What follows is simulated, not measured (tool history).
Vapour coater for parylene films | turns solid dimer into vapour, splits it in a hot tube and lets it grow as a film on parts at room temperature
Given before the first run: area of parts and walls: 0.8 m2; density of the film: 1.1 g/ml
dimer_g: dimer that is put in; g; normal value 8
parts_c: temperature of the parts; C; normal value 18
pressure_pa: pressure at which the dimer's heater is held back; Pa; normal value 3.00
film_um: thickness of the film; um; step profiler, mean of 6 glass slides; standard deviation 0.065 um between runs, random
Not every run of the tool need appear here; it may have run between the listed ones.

run	day	dimer_g	parts_c	pressure_pa	film_um
1	0.000	8	18	3.00	7.73
2	2.358	8	18	3.00	7.60
3	5.450	8	14	3.00	8.43
4	7.783	8	18	5.48	6.95
5	9.521	8	18	3.00	7.71
# day 10.008: trap's valve overhauled
6	12.442	8	18	3.00	7.64
7	16.000	8	18	3.00	7.79
8	19.600	10	18	3.00	9.58
9	21.992	10	18	3.00	9.77
10	24.750	11	18	3.00	10.70
11	27.929	11	18	3.00	10.66
12	30.096	11	18	3.00	10.60
13	33.621	12	18	3.00	11.56
14	36.071	8	18	3.00	7.67
15	39.058	8	13	3.00	8.53
16	41.808	8	13	3.00	8.52
# day 43.038: trap's valve overhauled
17	45.583	8	13	3.00	8.58
18	48.462	8	20	2.48	7.59
19	51.129	8	20	2.48	7.58
20	53.567	8	20	2.48	7.62
21	55.288	8	26	3.86	6.28
22	57.358	6	17	3.86	5.74
23	60.433	5	12	9.49	4.52
24	62.854	5	12	2.30	5.60
25	64.612	5	12	4.52	5.12
26	66.542	5	12	4.52	5.18
27	69.388	3	11	5.45	3.06
28	72.121	5	17	9.90	4.15
29	75.133	5	17	9.90	4.09
# day 75.850: trap's valve overhauled
30	77.742	8	18	8.60	6.55
31	80.533	3	22	7.56	2.33
32	83.312	3	22	7.56	2.33

Here are 5 independent what-if runs from the current tool condition. What would each one return?
A	85.733	8	18	9.53	?
B	85.733	13	11	5.61	?
C	85.733	5	18	8.69	?
D	85.733	10	14	6.23	?
E	85.733	12	18	7.71	?

run	film_um
A	6.52
B	13.21
C	4.08
D	9.36
E	10.08
Without the tool's hidden state the same runs would have given:
run	film_um
A	6.53
B	13.23
C	4.08
D	9.37
E	10.10
